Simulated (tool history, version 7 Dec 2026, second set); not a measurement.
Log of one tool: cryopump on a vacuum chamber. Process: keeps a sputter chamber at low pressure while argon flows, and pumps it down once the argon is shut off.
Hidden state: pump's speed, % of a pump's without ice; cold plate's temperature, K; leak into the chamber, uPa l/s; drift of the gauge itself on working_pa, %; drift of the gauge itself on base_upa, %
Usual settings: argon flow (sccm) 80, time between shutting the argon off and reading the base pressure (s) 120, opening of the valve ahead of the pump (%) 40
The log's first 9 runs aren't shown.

run	hour	argon flow (sccm)	time between shutting the argon off and reading the base pressure (s)	opening of the valve ahead of the pump (%)	hours of work since the pump was warmed up and emptied	hours of work since the cold head was overhauled	hours of work since the chamber's fittings were tightened	pressure while argon flows (Pa)	pressure after the wait (uPa)
10	703.4	80	120	44	360	3445	1735	0.1609	0.60
11	756.4	80	85	44	405	3490	1780	0.1623	0.65
12	823.9	80	120	59	462	3548	1837	0.1270	0.62
# hour 852.6: leaking fittings of the chamber tightened, without venting
13	876.2	80	120	59	505	3591	20	0.1287	0.34
# hour 954.6: pump warmed up, emptied and cooled again
14	988.4	80	120	59	29	3682	111	0.1140	0.30
15	1062.5	80	120	20	92	3745	174	0.3232	0.30
16	1169.2	80	29	20	183	3836	265	0.3317	0.72
17	1254.2	80	29	20	255	3908	338	0.3308	0.78
18	1299.0	124	85	23	293	3946	376	0.4480	0.39
19	1383.4	80	241	22	365	4018	448	0.3069	0.32
20	1433.1	80	137	16	407	4060	490	0.4193	0.38
21	1487.1	80	55	40	453	4106	536	0.1811	0.57
22	1547.0	80	120	57	504	4157	587	0.1353	0.43
# hour 1630.0: pump warmed up, emptied and cooled again
23	1630.4	97	120	42	0	4224	653	0.1896	0.37
24	1707.1	97	120	42	66	4289	719	0.1906	0.41
25	1790.4	64	121	40	137	4360	790	0.1344	0.41

Forecast run 26:
26	1870.8	80	139	43	205	4429	858	?	?

Run 26 gave pressure while argon flows (Pa) 0.1562, pressure after the wait (uPa) 0.41.
Without the tool's hidden state the same run would have given pressure while argon flows (Pa) 0.1470, pressure after the wait (uPa) 0.27.
